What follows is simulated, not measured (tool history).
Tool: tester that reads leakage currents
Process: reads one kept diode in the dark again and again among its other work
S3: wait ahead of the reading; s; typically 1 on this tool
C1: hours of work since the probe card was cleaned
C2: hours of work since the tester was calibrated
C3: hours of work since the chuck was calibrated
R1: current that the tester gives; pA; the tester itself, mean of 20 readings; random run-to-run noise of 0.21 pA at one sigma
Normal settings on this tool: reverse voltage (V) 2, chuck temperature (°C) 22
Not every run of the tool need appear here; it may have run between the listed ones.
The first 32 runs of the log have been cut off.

Run 33, hour 3351.1: usual settings but reverse voltage (V) 4.62, chuck temperature (°C) 57; C1 978; C2 3152; C3 978. Result: R1 1329.58 pA.
Run 34, hour 3432.1: usual settings but reverse voltage (V) 1.8, chuck temperature (°C) 35, S3 5.47 s; C1 1037; C2 3211; C3 1037. Result: R1 183.84 pA.
Run 35, hour 3564.4: usual settings but reverse voltage (V) 10.76, chuck temperature (°C) 35, S3 7.28 s; C1 1134; C2 3308; C3 1134. Result: R1 470.77 pA.
Run 36, hour 3686.8: usual settings but reverse voltage (V) 9.14, chuck temperature (°C) 39, S3 7.28 s; C1 1224; C2 3398; C3 1224. Result: R1 578.07 pA.
Run 37, hour 3812.7: usual settings but reverse voltage (V) 9.14, chuck temperature (°C) 39, S3 7.28 s; C1 1316; C2 3490; C3 1316. Result: R1 575.69 pA.
Run 38, hour 3918.9: usual settings but reverse voltage (V) 6.03, chuck temperature (°C) 44, S3 7.28 s; C1 1394; C2 3568; C3 1394. Result: R1 661.37 pA.
Run 39, hour 4014.5: usual settings but reverse voltage (V) 6.03, chuck temperature (°C) 44, S3 7.28 s; C1 1464; C2 3637; C3 1464. Result: R1 666.09 pA.
Run 40, hour 4126.1: usual settings but reverse voltage (V) 1.77, chuck temperature (°C) 53, S3 6.49 s; C1 1545; C2 3719; C3 1545. Result: R1 640.65 pA.

Each row is a separate what-if for the run after 40, all from the same tool condition, not one after another. Results?
At hour 4140.3: chuck's temperature calibrated.
Run A, hour 4193.7: usual settings but reverse voltage (V) 6.17, chuck temperature (°C) 36, S3 2.16 s; C1 1593; C2 3767; C3 39. Result: R1 ?.
At hour 4140.3: chuck's temperature calibrated.
Run B, hour 4193.7: usual settings but reverse voltage (V) 1.29; C1 1593; C2 3767; C3 39. Result: R1 ?.
At hour 4140.3: chuck's temperature calibrated.
Run C, hour 4193.7: usual settings but reverse voltage (V) 1.25, chuck temperature (°C) 53, S3 6.49 s; C1 1593; C2 3767; C3 39. Result: R1 ?.

run      R1
  A  357.01
  B   55.41
  C  499.75
Without the tool's hidden state the same runs would have given:
run      R1
  A  358.63
  B   55.38
  C  508.22
